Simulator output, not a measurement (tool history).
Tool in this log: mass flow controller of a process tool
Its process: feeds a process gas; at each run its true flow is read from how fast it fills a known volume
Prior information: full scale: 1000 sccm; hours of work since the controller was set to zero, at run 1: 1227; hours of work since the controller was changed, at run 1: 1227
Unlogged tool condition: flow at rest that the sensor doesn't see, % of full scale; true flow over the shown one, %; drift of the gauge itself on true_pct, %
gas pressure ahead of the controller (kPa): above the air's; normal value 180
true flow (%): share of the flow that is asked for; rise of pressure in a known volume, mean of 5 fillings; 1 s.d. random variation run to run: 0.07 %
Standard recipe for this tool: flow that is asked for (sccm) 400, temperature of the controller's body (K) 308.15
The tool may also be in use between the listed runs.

run,hour,flow that is asked for (sccm),gas pressure ahead of the controller (kPa),temperature of the controller's body (K),hours of work since the controller was set to zero,hours of work since the controller was changed,true flow (%)
1,0,400,180,308.15,1227,1227,97.95
2,96.2,400,180,308.15,1278,1278,97.99
3,177.2,400,180,308.15,1321,1321,98.05
4,308,400,239,308.15,1390,1390,97.62
5,439,400,183,308.15,1460,1460,98.02
6,586.2,400,183,308.15,1538,1538,98.14
7,699.8,400,183,308.15,1598,1598,98.19
8,794.8,614,183,308.15,1648,1648,98.7
9,937.7,614,183,308.15,1724,1724,98.69
10,1091.1,614,183,308.15,1805,1805,98.86
11,1181.4,614,183,308.15,1853,1853,98.62
12,1292.4,614,183,308.15,1912,1912,98.7
13,1362.8,614,183,308.15,1949,1949,98.76
14,1470.6,614,183,308.15,2006,2006,98.77
15,1622.9,143,180,308.15,2087,2087,99.14
16,1695.5,330,180,308.15,2126,2126,98.47
17,1758,330,180,308.15,2159,2159,98.45
18,1846.4,400,180,308.15,2206,2206,98.55
19,1914.1,400,165,308.15,2241,2241,98.64
20,1992.6,919,180,308.15,2283,2283,99.63
21,2058.9,400,180,308.15,2318,2318,98.61
22,2143.2,263,220,297.15,2363,2363,99.24
23,2264.3,181,188,296.15,2427,2427,99.97
24,2396.3,302,210,308.15,2497,2497,98.52
25,2523.9,164,264,296.15,2565,2565,99.79
26,2609.9,755,259,308.15,2610,2610,98.73
27,2699.1,755,259,308.15,2658,2658,98.68
28,2789.5,755,259,308.15,2706,2706,98.85
29,2932.2,116,259,296.15,2781,2781,100.98
30,3077,116,259,296.15,2858,2858,101.03
31,3167.5,774,162,298.15,2906,2906,100.39
32,3308.8,774,162,293.15,2981,2981,100.97
33,3417.7,294,180,308.15,3039,3039,99.09
34,3563.3,294,180,308.15,3116,3116,99.12
35,3696.1,294,180,308.15,3186,3186,99.01
36,3816,294,175,293.15,3250,3250,100.39
37,3933.3,294,202,293.15,3312,3312,100.26
38,4081.1,680,195,299.15,3390,3390,100.13
39,4160.4,225,142,297.15,3432,3432,100.89
40,4242.3,225,142,297.15,3476,3476,100.89
41,4343.4,400,144,304.15,3529,3529,99.85

Some steps in true flow (%) between neighbouring runs. How much of each would the tool show without its hidden state too (settings, what came in, random variation), and how much is left for the hidden state, with any gauge scatter that isn't in both results?
Run 23 -> 24: flow that is asked for (sccm) 181 -> 302, gas pressure ahead of the controller (kPa) 188 -> 210, temperature of the controller's body (K) 296.15 -> 308.15. true flow (%) -1.45: hidden state -0.78, all else -0.67.
Run 25 -> 26: flow that is asked for (sccm) 164 -> 755, gas pressure ahead of the controller (kPa) 264 -> 259, temperature of the controller's body (K) 296.15 -> 308.15. true flow (%) -1.06: hidden state -1.85, all else +0.79.
Run 28 -> 29: flow that is asked for (sccm) 755 -> 116, temperature of the controller's body (K) 308.15 -> 296.15. true flow (%) +2.13: hidden state +3.11, all else -0.98.
Run 30 -> 31: flow that is asked for (sccm) 116 -> 774, gas pressure ahead of the controller (kPa) 259 -> 162, temperature of the controller's body (K) 296.15 -> 298.15. true flow (%) -0.64: hidden state -3.17, all else +2.53.
Run 32 -> 33: flow that is asked for (sccm) 774 -> 294, gas pressure ahead of the controller (kPa) 162 -> 180, temperature of the controller's body (K) 293.15 -> 308.15. true flow (%) -1.88: hidden state +1, all else -2.88.
